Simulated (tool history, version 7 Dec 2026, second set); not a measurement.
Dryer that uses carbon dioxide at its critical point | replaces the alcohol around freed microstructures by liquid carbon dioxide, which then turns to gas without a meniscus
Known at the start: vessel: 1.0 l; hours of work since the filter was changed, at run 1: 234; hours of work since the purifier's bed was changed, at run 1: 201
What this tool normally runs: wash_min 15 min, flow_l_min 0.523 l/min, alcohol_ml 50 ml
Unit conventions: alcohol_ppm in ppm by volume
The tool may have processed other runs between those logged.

run	hour	wash_min	flow_l_min	alcohol_ml	hours of work since the filter was changed	hours of work since the purifier's bed was changed	alcohol_ppm
1	0.0	15	0.523	50	234	201	199
2	44.5	15	0.523	50	257	223	215
3	86.5	15	0.523	50	278	244	236
4	112.6	15	0.523	50	291	257	266
5	145.6	15	0.523	50	308	274	268
# hour 175.1: inlet filter changed
6	192.9	15	0.523	50	9	297	123
7	238.9	15	0.523	50	32	320	142
8	268.8	15	0.354	50	47	336	726
9	305.4	16	0.523	50	66	354	125
10	327.3	9	0.523	50	77	365	1234
11	366.6	15	0.523	50	96	385	165
12	396.3	15	0.523	37	111	400	142
13	422.4	15	0.523	37	124	413	147
14	466.3	15	0.523	41	146	435	173
15	508.4	16	0.478	60	168	456	250
16	530.9	16	0.478	60	179	467	266
17	562.5	11	0.503	78	195	483	1326
18	596.4	14	0.523	50	212	500	305
19	620.3	14	0.523	50	224	512	320
20	664.9	11	0.523	20	246	535	406
21	714.5	14	0.329	26	271	560	1054
22	738.9	14	0.329	26	283	572	1129
23	766.5	14	0.329	26	297	586	1103
24	795.6	10	0.607	95	312	600	1549
# hour 816.3: inlet filter changed
25	824.6	15	0.523	50	4	614	173

Subtracting, for every run, the result it would have given without the tool's unlogged condition from the measured result gives the following. The same run-to-run variation enters both numbers; the gauge's scatter may not:
The hidden state here: flow that reaches the vessel past the clogged filter, %; alcohol in the recycled carbon dioxide, ppm; drift of the gauge itself on alcohol_ppm, %.
run	alcohol_ppm
1	+124
2	+144
3	+165
4	+183
5	+196
6	+52
7	+62
8	+134
9	+72
10	+245
11	+93
12	+90
13	+96
14	+114
15	+152
16	+162
17	+568
18	+198
19	+205
20	+237
21	+516
22	+562
23	+571
24	+949
25	+102

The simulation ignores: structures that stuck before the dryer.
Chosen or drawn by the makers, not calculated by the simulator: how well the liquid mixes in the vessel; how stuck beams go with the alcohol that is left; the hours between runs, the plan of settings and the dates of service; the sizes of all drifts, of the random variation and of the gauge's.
